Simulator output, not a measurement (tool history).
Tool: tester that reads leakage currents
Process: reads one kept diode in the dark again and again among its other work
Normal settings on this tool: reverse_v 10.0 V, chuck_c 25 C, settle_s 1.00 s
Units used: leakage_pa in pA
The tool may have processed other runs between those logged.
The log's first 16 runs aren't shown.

run	day	reverse_v	chuck_c	settle_s	hours of work since the probe card was cleaned	hours of work since the tester was calibrated	hours of work since the chuck was calibrated	leakage_pa
17	17.646	10.0	25	1.00	792	762	499	213.64
18	18.375	4.6	25	1.00	802	772	509	146.43
19	19.304	18.3	25	1.00	814	784	521	286.81
20	20.212	10.0	56	1.00	826	796	533	3063.27
21	21.575	10.0	56	1.00	844	814	552	3072.59
22	22.896	9.1	39	1.26	862	832	569	727.25
23	24.471	10.0	25	1.36	883	853	590	216.34
24	25.767	10.0	25	1.36	900	870	607	217.09
# day 26.329: chuck's temperature calibrated
25	27.200	10.0	25	0.50	918	888	12	188.81
26	27.962	14.7	57	2.86	928	898	22	3598.33
27	29.362	14.7	57	2.86	947	917	40	3590.01
28	30.717	14.7	25	2.86	965	935	58	229.27
29	32.075	1.6	58	0.46	983	953	76	1361.68
30	33.454	6.3	23	1.75	1001	971	95	126.54
31	34.942	6.3	23	1.75	1021	991	115	128.24
32	36.229	5.9	23	1.75	1038	1008	132	124.79
33	37.329	5.6	21	1.00	1053	1023	146	100.71
34	38.458	1.4	21	2.54	1068	1038	161	51.21
35	39.233	1.4	21	2.54	1078	1048	172	51.47
36	40.883	1.7	28	3.04	1100	1070	194	110.64
37	41.767	6.2	25	0.66	1112	1082	205	157.78
38	42.788	6.2	25	0.66	1125	1095	219	158.07
39	44.221	1.3	57	1.75	1144	1115	238	1171.20

What if the next run were any one of these 4? Each begins from the tool's condition after run 39:
A	45.246	10.0	25	0.44	1158	1128	252	?
B	45.246	1.3	25	1.00	1158	1128	252	?
C	45.246	1.3	41	1.75	1158	1128	252	?
D	45.246	6.3	28	0.91	1158	1128	252	?

run	leakage_pa
A	200.42
B	74.68
C	317.27
D	209.87
Stripped of hidden state, with their random variation kept, the same runs would have yielded:
run	leakage_pa
A	187.30
B	70.37
C	302.03
D	197.38
